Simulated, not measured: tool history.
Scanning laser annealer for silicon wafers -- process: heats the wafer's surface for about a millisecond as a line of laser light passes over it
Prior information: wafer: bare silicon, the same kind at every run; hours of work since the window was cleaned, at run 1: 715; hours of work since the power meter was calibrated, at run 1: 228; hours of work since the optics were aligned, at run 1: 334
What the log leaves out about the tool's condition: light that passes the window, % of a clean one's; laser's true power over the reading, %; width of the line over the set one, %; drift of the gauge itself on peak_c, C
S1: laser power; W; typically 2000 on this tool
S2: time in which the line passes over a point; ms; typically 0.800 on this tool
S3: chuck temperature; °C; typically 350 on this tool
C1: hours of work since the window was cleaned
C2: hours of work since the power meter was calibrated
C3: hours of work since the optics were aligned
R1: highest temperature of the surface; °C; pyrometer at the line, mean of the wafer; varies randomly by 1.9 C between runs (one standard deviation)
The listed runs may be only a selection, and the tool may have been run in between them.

run	hour	S1	S2	S3	C1	C2	C3	R1
1	0.0	2000	0.800	350	715	228	334	1154
# hour 2.8: window over the wafer cleaned
2	13.2	2000	0.800	369	7	235	341	1195
3	20.7	2000	0.800	350	12	240	346	1177
4	32.8	2000	0.800	350	19	248	354	1174
5	48.6	2000	0.800	350	30	258	364	1175
6	56.2	2000	0.629	350	35	263	369	1086
7	72.1	2000	0.629	350	45	273	380	1086
8	79.6	2000	0.617	350	50	278	384	1078
9	87.1	2000	0.965	350	55	283	389	1250
10	95.1	2000	0.806	350	60	288	395	1175
11	105.0	2000	0.799	350	66	295	401	1174
12	117.2	2000	0.799	350	74	302	409	1172
13	130.4	2105	0.800	350	83	311	417	1213
14	140.2	2000	0.800	350	89	317	424	1170
15	148.0	2000	0.800	350	94	322	429	1171
16	157.9	2000	0.800	350	101	329	435	1171
17	174.5	2000	0.800	350	111	340	446	1171
18	185.6	2000	0.731	321	119	347	453	1110
19	196.4	2000	0.985	350	125	354	460	1256
20	209.4	2000	0.738	311	134	362	469	1100

Estimate the outcome of run 21 from the log above:
21	220.8	2000	0.738	311	141	370	476	?

R1: 1099 °C
On a tool with no hidden condition, and with the same random variation, this run would have come out at R1 1107 °C.
